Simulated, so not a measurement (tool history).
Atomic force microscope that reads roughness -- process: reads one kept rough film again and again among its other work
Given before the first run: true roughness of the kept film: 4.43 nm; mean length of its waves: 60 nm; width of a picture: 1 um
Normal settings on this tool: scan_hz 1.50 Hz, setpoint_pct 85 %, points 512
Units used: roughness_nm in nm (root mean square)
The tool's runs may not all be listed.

{"run": 1, "hour": 0.0, "scan_hz": 1.5, "setpoint_pct": 85, "points": 512, "roughness_nm": 3.621}
{"run": 2, "hour": 11.7, "scan_hz": 1.5, "setpoint_pct": 85, "points": 512, "roughness_nm": 3.607}
{"run": 3, "hour": 25.5, "scan_hz": 1.5, "setpoint_pct": 85, "points": 512, "roughness_nm": 3.567}
{"run": 4, "hour": 38.0, "scan_hz": 1.5, "setpoint_pct": 85, "points": 512, "roughness_nm": 3.595}
{"run": 5, "hour": 48.8, "scan_hz": 1.5, "setpoint_pct": 85, "points": 512, "roughness_nm": 3.549}
{"hour": 52.2, "done": "new tip fitted"}
{"run": 6, "hour": 56.5, "scan_hz": 1.5, "setpoint_pct": 85, "points": 512, "roughness_nm": 3.759}
{"run": 7, "hour": 71.4, "scan_hz": 1.5, "setpoint_pct": 85, "points": 512, "roughness_nm": 3.713}
{"run": 8, "hour": 85.2, "scan_hz": 0.94, "setpoint_pct": 85, "points": 512, "roughness_nm": 3.885}
{"run": 9, "hour": 93.3, "scan_hz": 1.5, "setpoint_pct": 88, "points": 512, "roughness_nm": 3.654}
{"run": 10, "hour": 100.6, "scan_hz": 1.5, "setpoint_pct": 88, "points": 512, "roughness_nm": 3.629}
{"run": 11, "hour": 115.9, "scan_hz": 1.5, "setpoint_pct": 85, "points": 794, "roughness_nm": 3.691}
{"run": 12, "hour": 124.9, "scan_hz": 1.5, "setpoint_pct": 85, "points": 794, "roughness_nm": 3.642}
{"run": 13, "hour": 139.5, "scan_hz": 0.77, "setpoint_pct": 85, "points": 794, "roughness_nm": 3.872}
{"run": 14, "hour": 150.7, "scan_hz": 0.81, "setpoint_pct": 85, "points": 794, "roughness_nm": 3.838}
{"run": 15, "hour": 167.8, "scan_hz": 0.81, "setpoint_pct": 85, "points": 794, "roughness_nm": 3.828}
{"run": 16, "hour": 179.8, "scan_hz": 0.81, "setpoint_pct": 85, "points": 794, "roughness_nm": 3.786}
{"run": 17, "hour": 194.8, "scan_hz": 0.81, "setpoint_pct": 85, "points": 794, "roughness_nm": 3.788}
{"hour": 201.5, "done": "new tip fitted"}
{"run": 18, "hour": 202.9, "scan_hz": 1.5, "setpoint_pct": 85, "points": 512, "roughness_nm": 3.747}
{"run": 19, "hour": 210.0, "scan_hz": 1.5, "setpoint_pct": 85, "points": 512, "roughness_nm": 3.747}
{"run": 20, "hour": 223.2, "scan_hz": 1.07, "setpoint_pct": 85, "points": 358, "roughness_nm": 3.832}
{"run": 21, "hour": 231.9, "scan_hz": 0.55, "setpoint_pct": 66, "points": 270, "roughness_nm": 4.195}
{"hour": 234.1, "done": "height scale calibrated on a step standard"}
{"run": 22, "hour": 245.3, "scan_hz": 3.55, "setpoint_pct": 76, "points": 478, "roughness_nm": 3.481}
{"run": 23, "hour": 254.4, "scan_hz": 3.55, "setpoint_pct": 76, "points": 478, "roughness_nm": 3.453}
{"run": 24, "hour": 262.7, "scan_hz": 2.62, "setpoint_pct": 63, "points": 515, "roughness_nm": 3.875}
{"hour": 269.1, "done": "height scale calibrated on a step standard, once more"}
{"run": 25, "hour": 272.6, "scan_hz": 1.53, "setpoint_pct": 56, "points": 712, "roughness_nm": 4.051}
{"run": 26, "hour": 287.3, "scan_hz": 1.92, "setpoint_pct": 70, "points": 712, "roughness_nm": 3.839}
{"run": 27, "hour": 300.4, "scan_hz": 1.84, "setpoint_pct": 60, "points": 486, "roughness_nm": 4.002}
{"run": 28, "hour": 315.5, "scan_hz": 2.4, "setpoint_pct": 60, "points": 829, "roughness_nm": 3.923}
{"run": 29, "hour": 325.1, "scan_hz": 3.99, "setpoint_pct": 61, "points": 665, "roughness_nm": 3.717}
{"run": 30, "hour": 341.9, "scan_hz": 3.99, "setpoint_pct": 61, "points": 665, "roughness_nm": 3.71}
{"hour": 353.3, "done": "new tip fitted"}
{"run": 31, "hour": 355.6, "scan_hz": 1.28, "setpoint_pct": 65, "points": 319, "roughness_nm": 4.153}
{"run": 32, "hour": 367.3, "scan_hz": 1.5, "setpoint_pct": 80, "points": 512, "roughness_nm": 3.841}
{"run": 33, "hour": 384.3, "scan_hz": 1.5, "setpoint_pct": 81, "points": 764, "roughness_nm": 3.79}
{"run": 34, "hour": 393.5, "scan_hz": 1.06, "setpoint_pct": 61, "points": 767, "roughness_nm": 4.115}
{"run": 35, "hour": 410.6, "scan_hz": 0.66, "setpoint_pct": 66, "points": 512, "roughness_nm": 4.089}
{"run": 36, "hour": 425.9, "scan_hz": 1.5, "setpoint_pct": 58, "points": 321, "roughness_nm": 4.046}
{"run": 37, "hour": 441.7, "scan_hz": 1.5, "setpoint_pct": 58, "points": 321, "roughness_nm": 4.022}
{"run": 38, "hour": 452.4, "scan_hz": 1.5, "setpoint_pct": 85, "points": 273, "roughness_nm": 3.618}

Had the tool no unlogged condition, and each run kept its random variation, what would the results have been?
Unlogged tool condition in this case: radius of the tip, nm; height scale over the true one, %; drift of the gauge itself on roughness_nm, %.
run=1 roughness_nm=3.777
run=2 roughness_nm=3.780
run=3 roughness_nm=3.757
run=4 roughness_nm=3.804
run=5 roughness_nm=3.771
run=6 roughness_nm=3.778
run=7 roughness_nm=3.756
run=8 roughness_nm=3.953
run=9 roughness_nm=3.728
run=10 roughness_nm=3.712
run=11 roughness_nm=3.797
run=12 roughness_nm=3.761
run=13 roughness_nm=4.021
run=14 roughness_nm=4.002
run=15 roughness_nm=4.018
run=16 roughness_nm=3.990
run=17 roughness_nm=4.015
run=18 roughness_nm=3.772
run=19 roughness_nm=3.781
run=20 roughness_nm=3.888
run=21 roughness_nm=4.270
run=22 roughness_nm=3.564
run=23 roughness_nm=3.547
run=24 roughness_nm=3.993
run=25 roughness_nm=4.172
run=26 roughness_nm=3.975
run=27 roughness_nm=4.163
run=28 roughness_nm=4.104
run=29 roughness_nm=3.903
run=30 roughness_nm=3.919
run=31 roughness_nm=4.172
run=32 roughness_nm=3.875
run=33 roughness_nm=3.848
run=34 roughness_nm=4.193
run=35 roughness_nm=4.194
run=36 roughness_nm=4.170
run=37 roughness_nm=4.170
run=38 roughness_nm=3.764
